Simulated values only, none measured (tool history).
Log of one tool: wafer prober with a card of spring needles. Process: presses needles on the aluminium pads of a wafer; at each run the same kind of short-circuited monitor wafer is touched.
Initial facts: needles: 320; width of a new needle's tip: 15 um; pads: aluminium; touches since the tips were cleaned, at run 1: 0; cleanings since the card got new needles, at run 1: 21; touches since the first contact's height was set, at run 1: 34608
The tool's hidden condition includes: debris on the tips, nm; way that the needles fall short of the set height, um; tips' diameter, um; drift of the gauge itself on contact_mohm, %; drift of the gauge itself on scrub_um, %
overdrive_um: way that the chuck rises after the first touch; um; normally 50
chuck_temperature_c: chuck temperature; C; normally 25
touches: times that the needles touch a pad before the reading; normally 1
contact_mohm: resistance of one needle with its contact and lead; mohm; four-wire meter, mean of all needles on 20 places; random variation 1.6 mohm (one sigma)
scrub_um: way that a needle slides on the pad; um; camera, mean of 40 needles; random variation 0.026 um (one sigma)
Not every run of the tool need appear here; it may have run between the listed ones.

run,hour,overdrive_um,chuck_temperature_c,touches,touches since the tips were cleaned,cleanings since the card got new needles,touches since the first contact's height was set,contact_mohm,scrub_um
1,0,50,25,1,0,21,34608,175,10.33
# hour 17.7: tips cleaned on abrasive film
2,19.7,50,25,1,1039,22,44887,221,10.25
# hour 35.4: tips cleaned on abrasive film
3,43.1,50,25,1,4048,23,57074,295,10.21
# hour 53.7: tips cleaned on abrasive film
4,64.2,50,25,1,5511,24,68092,318,10.19
# hour 72.3: tips cleaned on abrasive film
5,86.3,50,25,2,7314,25,79585,265,10.15
# hour 90.8: tips cleaned on abrasive film
6,103.9,50,25,2,6844,26,88752,266,10.14
# hour 108.7: tips cleaned on abrasive film
7,123.8,50,25,2,7915,27,99130,275,10.13
# hour 125.7: tips cleaned on abrasive film
# hour 143.5: tips cleaned on abrasive film
8,147.5,50,27,1,2102,29,111465,238,10.05
# hour 160.8: tips cleaned on abrasive film
9,164.6,50,25,1,2015,30,120379,242,10.06
# hour 178.6: tips cleaned on abrasive film
10,186.4,45,25,1,4093,31,131715,348,8.96
# hour 196.7: tips cleaned on abrasive film
11,203.4,45,25,1,3536,32,140595,320,8.98
# hour 214.7: tips cleaned on abrasive film
12,218.8,45,25,1,2120,33,148581,287,8.93
# hour 231.7: tips cleaned on abrasive film
13,236.6,45,25,1,2563,34,157859,286,8.94
# hour 250: tips cleaned on abrasive film
14,252.7,45,25,1,1401,35,166265,256,8.91
# hour 268.9: tips cleaned on abrasive film
15,275.2,50,25,1,3269,36,177972,284,9.91
# hour 278.9: height of the first contact set anew
# hour 288: tips cleaned on abrasive film
16,298.9,50,25,1,5713,37,10436,317,10.34
# hour 305.7: tips cleaned on abrasive film
17,310.6,50,25,1,2578,38,16527,271,10.31
18,320.9,50,25,1,7969,38,21918,346,10.3
# hour 323.2: tips cleaned on abrasive film
# hour 340.5: tips cleaned on abrasive film
19,343.9,50,25,2,1760,40,33831,214,10.34
20,357.1,46,65,1,8723,40,40794,383,9.43
# hour 358.8: tips cleaned on abrasive film
21,369.6,57,97,3,5666,41,47260,217,11.72
# hour 376.6: tips cleaned on abrasive film
22,385.8,36,97,2,4846,42,55706,336,7.32
# hour 394.5: tips cleaned on abrasive film
23,402.3,36,97,2,4116,43,64297,313,7.32
# hour 412.2: tips cleaned on abrasive film
24,415.2,54,25,1,1564,44,71008,229,11.03
# hour 430.4: tips cleaned on abrasive film
25,433,37,39,3,1361,45,80249,211,7.44
# hour 448.4: tips cleaned on abrasive film
26,452,64,34,3,1898,46,90165,176,13.12
# hour 466.4: tips cleaned on abrasive film
27,470,36,34,3,1877,47,99564,224,7.23
28,480.9,33,34,3,7570,47,105257,318,6.59
# hour 484.2: tips cleaned on abrasive film
29,494.6,45,59,1,5458,48,112382,374,9.04
# hour 502.6: tips cleaned on abrasive film
30,512.6,45,59,1,5269,49,121781,356,9.03
# hour 519.8: tips cleaned on abrasive film
31,531.3,66,26,2,6029,50,131514,228,13.36
# hour 537.8: tips cleaned on abrasive film
# hour 556.3: tips cleaned on abrasive film
32,556.4,66,26,2,55,52,144570,165,13.3
33,568.7,52,25,3,6456,52,150971,227,10.4
# hour 573.9: tips cleaned on abrasive film
34,587.6,50,25,1,7203,53,160853,369,9.97

Selected run-to-run steps in contact_mohm, each split into two signed amounts: the part the tool would show with no hidden state at all (from settings, incoming material and random variation), and the remainder, which goes to the hidden state together with any gauge scatter not common to the measured and the hidden-state-free results:
Run 19 -> 20: overdrive_um 50 -> 46, chuck_temperature_c 25 -> 65, touches 2 -> 1. contact_mohm +169 mohm: hidden state +162, all else +7.
Run 20 -> 21: overdrive_um 46 -> 57, chuck_temperature_c 65 -> 97, touches 1 -> 3, tips cleaned on abrasive film. contact_mohm -166 mohm: hidden state -171, all else +5.
Run 33 -> 34: overdrive_um 52 -> 50, touches 3 -> 1, tips cleaned on abrasive film. contact_mohm +142 mohm: hidden state +141, all else +1.
